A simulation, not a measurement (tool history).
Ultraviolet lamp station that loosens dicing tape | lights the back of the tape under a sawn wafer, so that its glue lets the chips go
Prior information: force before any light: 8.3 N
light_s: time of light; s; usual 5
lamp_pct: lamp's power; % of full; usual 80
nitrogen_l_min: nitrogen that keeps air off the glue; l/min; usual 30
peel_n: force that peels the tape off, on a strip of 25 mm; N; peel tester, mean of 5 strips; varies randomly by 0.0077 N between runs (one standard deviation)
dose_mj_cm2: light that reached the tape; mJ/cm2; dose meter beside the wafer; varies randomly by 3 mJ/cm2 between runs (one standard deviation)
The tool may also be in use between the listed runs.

run   hour  light_s  lamp_pct  nitrogen_l_min  peel_n  dose_mj_cm2
  1    0.0        5        80              30   0.367          395
  2   22.7        5        80              30   0.352          394
  3   36.3        5        80              30   0.362          383
  4   54.4        5        80              30   0.370          382
  5   70.4        5        80              20   0.440          386
  6   88.5        5        80              20   0.454          383
  7  104.1        5        69              30   0.488          325
  8  128.4        9        69              10   0.317          583
  9  151.1        9        84              20   0.222          705
 10  167.1        9        84              20   0.219          701

4 ways to go on from here, each from the tool as it stands after run 10. What would each give?
     198.0  -- window cleaned of glue's vapour
  A  200.9        7        82              25       ?            ?
     198.0  -- window cleaned of glue's vapour
  B  200.9        9        90              17       ?            ?
     198.0  -- window cleaned of glue's vapour
  C  200.9        5        94              20       ?            ?
     198.0  -- window cleaned of glue's vapour
  D  200.9       10        65              28       ?            ?

run  peel_n  dose_mj_cm2
  A   0.233          577
  B   0.216          813
  C   0.314          473
  D   0.224          654
Without the tool's hidden state the same runs would have given:
run  peel_n  dose_mj_cm2
  A   0.221          637
  B   0.213          895
  C   0.276          522
  D   0.219          720
